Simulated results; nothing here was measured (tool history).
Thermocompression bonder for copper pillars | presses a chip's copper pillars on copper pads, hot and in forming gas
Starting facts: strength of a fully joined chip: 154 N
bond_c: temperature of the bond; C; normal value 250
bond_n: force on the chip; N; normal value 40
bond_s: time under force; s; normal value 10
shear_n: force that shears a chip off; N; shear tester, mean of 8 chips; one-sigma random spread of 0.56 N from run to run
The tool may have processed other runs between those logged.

run,hour,bond_c,bond_n,bond_s,shear_n
1,0,250,40,10,114.2
2,18.7,250,40,5,96.2
3,35,250,40,6,101
# hour 60.4: forming gas filter changed
4,60.6,250,40,6,103.2
5,84.4,250,40,6,103.6
6,100.1,250,40,6,103.4
7,113.5,250,40,6,103.5
8,126.3,250,40,10,117.2
9,140.8,250,40,10,118.1
10,158.8,250,33,10,104.7
11,179.8,250,40,10,115.9
12,192.5,250,40,10,116
13,205.7,250,60,14,142.9
14,222.2,259,47,10,130.8
15,234.5,253,31,5,82.4
16,248.1,250,40,9,112.5
17,272.7,252,40,10,117.2
18,284.9,250,40,15,125.4
19,298.2,253,26,15,99
# hour 313.4: forming gas filter changed
20,321.9,253,26,15,103.8
21,344.4,222,34,15,97.3
22,362.2,222,34,15,97.3
23,382.2,222,34,15,97.6
24,408.1,280,40,28,148.3

Each row is a separate what-if for the run after 24, all from the same tool condition, not one after another. Results?
A,420.7,234,40,13,?
B,420.7,277,39,28,?
C,420.7,250,51,11,?
D,420.7,280,26,28,?
E,420.7,243,40,10,?

run,shear_n
A,113
B,147.3
C,133.9
D,132.8
E,113.7
Without the tool's hidden state the same runs would have given:
run,shear_n
A,107.5
B,146.8
C,130.5
D,129.8
E,108.4
